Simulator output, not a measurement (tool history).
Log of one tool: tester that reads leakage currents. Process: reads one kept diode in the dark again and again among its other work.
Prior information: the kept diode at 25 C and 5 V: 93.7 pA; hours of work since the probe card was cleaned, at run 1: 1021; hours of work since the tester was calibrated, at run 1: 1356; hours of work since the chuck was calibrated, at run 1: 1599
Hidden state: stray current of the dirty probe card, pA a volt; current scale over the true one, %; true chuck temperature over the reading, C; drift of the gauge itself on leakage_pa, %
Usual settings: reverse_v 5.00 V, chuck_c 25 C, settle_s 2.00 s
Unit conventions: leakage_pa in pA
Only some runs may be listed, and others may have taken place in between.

run	hour	reverse_v	chuck_c	settle_s	hours of work since the probe card was cleaned	hours of work since the tester was calibrated	hours of work since the chuck was calibrated	leakage_pa
1	0.0	5.00	25	2.00	1021	1356	1599	93.72
2	60.6	5.00	44	2.00	1067	1401	1645	478.08
3	92.7	5.00	44	2.00	1091	1425	1669	475.08
4	136.4	5.00	44	2.00	1123	1458	1701	472.28
5	171.3	5.00	44	2.00	1149	1484	1727	477.15
6	231.8	5.00	25	2.00	1194	1529	1773	94.16
7	276.6	5.00	25	0.30	1228	1563	1806	95.04
8	315.7	5.00	25	0.30	1257	1592	1835	94.88
9	346.3	5.00	25	8.59	1280	1615	1858	93.66
10	378.1	5.00	25	2.00	1304	1639	1882	94.03
11	429.6	5.00	25	2.00	1342	1677	1920	94.04
12	479.1	5.00	25	2.33	1379	1714	1957	93.97
13	510.9	5.00	25	2.33	1403	1738	1981	93.65
14	561.9	5.00	25	2.33	1441	1776	2019	94.27
15	595.5	1.38	25	2.00	1466	1801	2044	56.21
16	659.9	1.38	25	2.00	1514	1849	2092	56.31
17	719.0	1.38	25	0.45	1558	1893	2136	56.19
18	770.7	1.38	25	0.45	1597	1932	2175	56.43
19	837.9	1.38	25	0.45	1647	1982	2225	56.43
20	890.3	5.00	21	2.00	1686	2021	2264	65.17
21	941.5	18.81	45	2.00	1724	2059	2302	873.45
# hour 955.6: probe card cleaned and baked
22	995.2	14.28	38	2.00	30	2097	2340	442.87
# hour 1004.1: chuck's temperature calibrated
23	1048.7	14.28	38	2.00	68	2136	33	443.73
24	1093.5	14.28	38	2.00	101	2169	67	440.85
25	1153.9	14.28	38	2.00	147	2214	112	442.42
26	1227.4	19.39	46	4.92	202	2269	167	958.31
27	1281.7	7.19	24	4.92	242	2310	207	98.81
28	1350.3	7.19	44	4.92	293	2361	259	548.70
29	1420.2	5.00	48	3.33	345	2413	311	649.82
30	1466.2	2.27	48	3.90	380	2447	345	478.95
31	1520.2	5.00	25	0.87	420	2488	385	94.35
32	1575.4	5.00	25	0.87	461	2529	427	93.76
33	1623.5	3.12	25	2.59	497	2565	463	77.82
34	1687.1	19.88	27	1.53	545	2612	510	195.47
35	1728.8	19.88	27	5.03	576	2643	541	194.35
36	1794.1	5.00	43	0.73	625	2692	590	438.99
37	1830.4	5.00	43	0.73	652	2719	617	441.80
38	1902.4	5.62	23	1.54	706	2773	671	81.49
39	1958.5	2.90	23	0.59	747	2815	713	63.07
40	2014.8	1.61	23	1.86	789	2857	755	49.88

Predict each of these 4 candidate next runs independently; none follows another, all start after run 40:
A	2070.7	5.00	44	3.93	831	2899	797	?
B	2070.7	2.60	25	1.48	831	2899	797	?
C	2070.7	5.00	47	2.00	831	2899	797	?
D	2070.7	1.61	23	5.67	831	2899	797	?

run	leakage_pa
A	475.52
B	72.34
C	605.39
D	50.01
With no hidden state in the tool, these same runs would have given:
run	leakage_pa
A	475.37
B	72.31
C	605.21
D	49.99
